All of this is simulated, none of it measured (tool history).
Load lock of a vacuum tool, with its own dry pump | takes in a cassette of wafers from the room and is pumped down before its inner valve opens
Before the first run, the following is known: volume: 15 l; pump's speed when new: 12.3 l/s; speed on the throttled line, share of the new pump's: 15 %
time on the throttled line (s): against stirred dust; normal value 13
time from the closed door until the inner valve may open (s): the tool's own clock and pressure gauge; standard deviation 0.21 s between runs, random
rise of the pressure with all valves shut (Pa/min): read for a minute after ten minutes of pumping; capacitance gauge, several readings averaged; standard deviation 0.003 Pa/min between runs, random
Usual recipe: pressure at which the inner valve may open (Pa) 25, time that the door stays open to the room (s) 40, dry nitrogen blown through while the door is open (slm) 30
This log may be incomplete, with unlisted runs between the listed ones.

run    hour  time on the throttled line (s)  pressure at which the inner valve may open (Pa)  time that the door stays open to the room (s)  dry nitrogen blown through while the door is open (slm)  incoming humidity of the room's air, %  time from the closed door until the inner valve may open (s)  rise of the pressure with all valves shut (Pa/min)
  1     0.0                              13                                               25                                             40                                                       30                                    47.1                                                          22.5                                               0.310
  2   330.7                              13                                               25                                             40                                                       12                                    43.4                                                          22.4                                               0.361
  3   502.0                              13                                               25                                             40                                                       12                                    47.8                                                          22.5                                               0.386
  4   657.4                              13                                               25                                             40                                                       30                                    44.6                                                          23.0                                               0.368
  5   947.9                              13                                               25                                             40                                                       30                                    45.1                                                          23.0                                               0.413
  6  1190.6                              13                                               25                                             40                                                       30                                    43.1                                                          22.7                                               0.449
  7  1377.4                              13                                               25                                             45                                                       30                                    44.6                                                          22.8                                               0.477
  8  1537.7                              13                                               25                                             29                                                       30                                    45.4                                                          22.6                                               0.503
  9  1791.3                              13                                               25                                             29                                                        4                                    43.7                                                          22.9                                               0.544
 10  2130.4                              13                                               25                                             29                                                        4                                    45.9                                                          22.9                                               0.620
     2204.3  -- door's seal changed, seat wiped
 11  2491.4                              13                                               25                                             29                                                        4                                    42.4                                                          23.1                                               0.065
 12  2727.5                              13                                               25                                             40                                                       37                                    42.2                                                          23.1                                               0.059
 13  2889.3                              13                                               25                                             40                                                       30                                    48.8                                                          23.0                                               0.075
 14  3130.2                              13                                               25                                             40                                                       30                                    48.3                                                          23.1                                               0.090
 15  3358.0                              13                                               25                                             40                                                       30                                    43.3                                                          23.4                                               0.092
 16  3669.5                              13                                               25                                             40                                                       30                                    42.4                                                          23.0                                               0.118
 17  4040.1                              13                                               25                                             40                                                       30                                    46.7                                                          24.0                                               0.148
 18  4404.6                              13                                               25                                             40                                                       30                                    45.1                                                          24.0                                               0.166
 19  4728.8                              13                                               25                                             42                                                       15                                    45.1                                                          24.0                                               0.200
 20  4932.1                              13                                               25                                             42                                                       15                                    45.9                                                          23.7                                               0.225
 21  5176.3                              13                                               25                                             42                                                       15                                    46.6                                                          23.5                                               0.254
 22  5451.0                               7                                               24                                             40                                                       43                                    48.1                                                          19.2                                               0.265
 23  5793.8                              11                                               42                                            169                                                        4                                    44.9                                                          21.6                                               0.436
     5979.2  -- dry pump taken out, an overhauled one fitted
 24  6058.2                              13                                               22                                             40                                                       30                                    46.1                                                          21.3                                               0.330
 25  6438.2                              13                                               43                                             40                                                        5                                    48.4                                                          20.9                                               0.413
 26  6677.3                              13                                               43                                             40                                                        5                                    44.4                                                          20.6                                               0.439
 27  6853.7                              13                                               43                                             40                                                        5                                    44.7                                                          20.7                                               0.462
 28  7228.3                              13                                               23                                             69                                                        5                                    49.0                                                          21.1                                               0.558
 29  7405.2                              10                                               27                                            118                                                       14                                    45.4                                                          18.9                                               0.605
 30  7765.0                               9                                               25                                             61                                                       30                                    42.0                                                          18.0                                               0.595
     8047.3  -- door's seal changed, seat wiped
 31  8068.6                               9                                               25                                             61                                                       30                                    43.4                                                          18.2                                               0.054
 32  8446.2                               9                                               25                                             61                                                       30                                    44.9                                                          18.7                                               0.072
 33  8683.5                               9                                               44                                             31                                                       30                                    43.5                                                          17.5                                               0.061
 34  9065.7                               9                                               44                                             31                                                       30                                    48.0                                                          17.2                                               0.084
 35  9355.3                              17                                               26                                            203                                                       40                                    45.9                                                          25.1                                               0.176
 36  9650.4                               7                                               25                                             40                                                        6                                    45.4                                                          17.0                                               0.144

Branching from run 36: 5 alternative next runs. What would each branch give?
  A  9824.8                               6                                               33                                             40                                                        6                                    43.5                                                             ?                                                   ?
  B  9824.8                               7                                               25                                             40                                                       25                                    46.8                                                             ?                                                   ?
  C  9824.8                              21                                               25                                             54                                                       39                                    46.3                                                             ?                                                   ?
  D  9824.8                              24                                               25                                            218                                                       41                                    42.7                                                             ?                                                   ?
  E  9824.8                              12                                               46                                             40                                                        6                                    43.8                                                             ?                                                   ?

run  time from the closed door until the inner valve may open (s)  rise of the pressure with all valves shut (Pa/min)
  A                                                          15.6                                               0.150
  B                                                          16.8                                               0.137
  C                                                          28.3                                               0.140
  D                                                          30.9                                               0.200
  E                                                          20.5                                               0.148
The same runs, with their run-to-run variation unchanged, on a tool lacking any hidden condition would have given:
run  time from the closed door until the inner valve may open (s)  rise of the pressure with all valves shut (Pa/min)
  A                                                          14.9                                               0.057
  B                                                          16.1                                               0.046
  C                                                          27.8                                               0.047
  D                                                          30.4                                               0.107
  E                                                          19.9                                               0.056
